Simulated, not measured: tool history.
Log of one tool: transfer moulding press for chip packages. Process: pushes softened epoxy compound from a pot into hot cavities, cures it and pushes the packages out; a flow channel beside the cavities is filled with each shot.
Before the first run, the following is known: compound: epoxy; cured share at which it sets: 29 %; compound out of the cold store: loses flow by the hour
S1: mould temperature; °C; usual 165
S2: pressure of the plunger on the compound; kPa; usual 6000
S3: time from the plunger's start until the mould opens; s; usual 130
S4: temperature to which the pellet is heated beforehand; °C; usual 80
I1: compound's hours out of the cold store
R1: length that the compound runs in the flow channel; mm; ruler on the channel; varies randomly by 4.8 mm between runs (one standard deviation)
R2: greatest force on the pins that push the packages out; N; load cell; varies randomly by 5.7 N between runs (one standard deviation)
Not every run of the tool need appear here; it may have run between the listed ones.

run	day	S1	S2	S3	S4	I1	R1	R2
1	0.000	165	6000	130	80	45.8	441	312
2	2.438	165	6000	130	80	30.6	462	425
3	3.746	165	6710	130	80	48.0	455	415
# day 4.858: cavities cleaned with cleaning compound and waxed
4	5.892	165	6710	130	80	39.2	454	297
5	7.346	165	6710	130	80	22.9	482	387
# day 8.779: plunger's sealing rings changed
6	9.846	165	6000	130	80	37.0	479	436
# day 11.242: cavities cleaned with cleaning compound and waxed
7	12.542	165	6000	130	80	29.1	486	329
8	13.817	165	6000	130	80	39.6	475	382
9	16.071	165	7200	130	80	37.0	517	437
# day 17.408: cavities cleaned with cleaning compound and waxed
10	17.412	165	7200	130	80	48.0	504	219
# day 17.875: mould's thermocouples calibrated
11	18.867	165	7200	130	80	35.5	518	321
12	20.429	165	7200	130	80	25.8	526	374
13	22.258	165	7200	130	80	14.0	535	438
# day 23.650: cavities cleaned with cleaning compound and waxed
14	24.329	165	7200	130	80	40.6	503	273
15	26.117	165	7200	130	80	27.0	518	369
16	28.508	166	6160	127	80	14.2	486	429
# day 29.862: cavities cleaned with cleaning compound and waxed
17	30.608	166	6000	130	80	36.3	448	259
18	33.088	166	6000	130	80	34.5	442	383
19	35.312	165	5190	130	80	23.9	415	431
# day 35.867: plunger's sealing rings changed
# day 36.171: cavities cleaned with cleaning compound and waxed
20	36.962	165	5190	151	80	47.3	437	233
21	38.796	169	4630	169	80	44.3	401	274
22	40.008	165	6850	150	80	20.0	537	337
23	41.371	164	5340	130	80	34.7	459	446
# day 42.350: cavities cleaned with cleaning compound and waxed
24	42.700	167	5650	130	80	10.1	495	224

Run 25 comes next. What will it give?
25	43.883	167	5650	130	80	37.0	?	?

{"run 25": {"R1": 453, "R2": 293}}
Without the tool's hidden state the same run would have given R1 465 mm, R2 183 N.
